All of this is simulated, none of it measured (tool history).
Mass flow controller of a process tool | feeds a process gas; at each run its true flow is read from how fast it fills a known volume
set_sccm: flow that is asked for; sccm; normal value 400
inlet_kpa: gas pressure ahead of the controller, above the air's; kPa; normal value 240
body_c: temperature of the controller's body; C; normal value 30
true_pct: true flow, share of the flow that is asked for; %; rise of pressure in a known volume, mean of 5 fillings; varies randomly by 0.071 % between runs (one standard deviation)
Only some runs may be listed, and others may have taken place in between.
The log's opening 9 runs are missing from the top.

Run 10, hour 459.9: usual settings. Result: true_pct 99.60 %.
Run 11, hour 500.7: usual settings. Result: true_pct 99.77 %.
Run 12, hour 570.1: usual settings. Result: true_pct 99.75 %.
Run 13, hour 633.8: usual settings. Result: true_pct 99.71 %.
Run 14, hour 667.8: usual settings. Result: true_pct 99.73 %.
Run 15, hour 713.4: usual settings. Result: true_pct 99.64 %.
Run 16, hour 788.0: usual settings but inlet_kpa 162 kPa. Result: true_pct 99.53 %.
Run 17, hour 848.0: usual settings but set_sccm 375 sccm, inlet_kpa 162 kPa, body_c 34 C. Result: true_pct 99.36 %.
Run 18, hour 895.8: usual settings but inlet_kpa 144 kPa, body_c 34 C. Result: true_pct 99.42 %.
Run 19, hour 937.1: usual settings but inlet_kpa 144 kPa, body_c 34 C. Result: true_pct 99.41 %.
Run 20, hour 1005.6: usual settings but inlet_kpa 144 kPa, body_c 34 C. Result: true_pct 99.28 %.
Run 21, hour 1078.7: usual settings but set_sccm 106 sccm, inlet_kpa 158 kPa, body_c 26 C. Result: true_pct 98.99 %.
Run 22, hour 1118.4: usual settings but inlet_kpa 195 kPa, body_c 39 C. Result: true_pct 99.14 %.
Run 23, hour 1192.5: usual settings but set_sccm 238 sccm, body_c 25 C. Result: true_pct 99.51 %.
Run 24, hour 1258.5: usual settings but set_sccm 212 sccm, body_c 25 C. Result: true_pct 99.51 %.
Run 25, hour 1329.3: usual settings but set_sccm 212 sccm, body_c 25 C. Result: true_pct 99.43 %.
Run 26, hour 1378.2: usual settings but set_sccm 79 sccm, inlet_kpa 182 kPa, body_c 38 C. Result: true_pct 98.60 %.
Run 27, hour 1444.9: usual settings but set_sccm 208 sccm, inlet_kpa 182 kPa, body_c 22 C. Result: true_pct 99.54 %.
Run 28, hour 1486.4: usual settings but set_sccm 437 sccm, inlet_kpa 267 kPa. Result: true_pct 99.78 %.
Run 29, hour 1561.0: usual settings but set_sccm 195 sccm, inlet_kpa 220 kPa, body_c 32 C. Result: true_pct 99.09 %.
Run 30, hour 1620.4: usual settings but set_sccm 79 sccm, inlet_kpa 224 kPa, body_c 37 C. Result: true_pct 98.68 %.

Below are 3 alternative next runs, each starting from the tool's condition after run 30. Predict each:
Run A, hour 1696.2: usual settings but set_sccm 87 sccm. Result: true_pct ?.
Run B, hour 1696.2: usual settings but set_sccm 81 sccm. Result: true_pct ?.
Run C, hour 1696.2: usual settings but set_sccm 79 sccm, inlet_kpa 206 kPa, body_c 27 C. Result: true_pct ?.

run  true_pct
  A     99.01
  B     99.01
  C     99.13
Stripped of hidden state, with their random variation kept, the same runs would have yielded:
run  true_pct
  A     99.01
  B     99.00
  C     99.12
